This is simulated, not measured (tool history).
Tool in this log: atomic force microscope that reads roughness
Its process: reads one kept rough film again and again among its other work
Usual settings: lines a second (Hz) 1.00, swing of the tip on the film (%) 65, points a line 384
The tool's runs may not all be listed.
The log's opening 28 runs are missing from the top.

run,hour,lines a second (Hz),swing of the tip on the film (%),points a line,roughness of the kept film (nm (root mean square))
29,510.4,1.00,66,384,1.142
# hour 520.9: new tip fitted
30,526.3,1.00,66,384,1.131
31,550.1,0.75,85,910,1.113
32,575.5,1.98,75,910,1.073
# hour 584.6: new tip fitted
33,591.3,1.00,61,603,1.138
34,613.1,3.45,86,356,0.907
35,628.6,3.45,86,356,0.910
# hour 647.3: new tip fitted
36,648.2,0.80,65,846,1.148

Alternative continuations, all from the tool just after run 36; predict every row:
A,673.8,2.79,75,759,?
B,673.8,0.98,60,846,?
C,673.8,1.47,82,375,?
D,673.8,0.66,65,259,?

run,roughness of the kept film (nm (root mean square))
A,1.040
B,1.155
C,1.078
D,1.134
Stripped of hidden state, with their random variation kept, the same runs would have yielded:
run,roughness of the kept film (nm (root mean square))
A,1.041
B,1.156
C,1.079
D,1.135
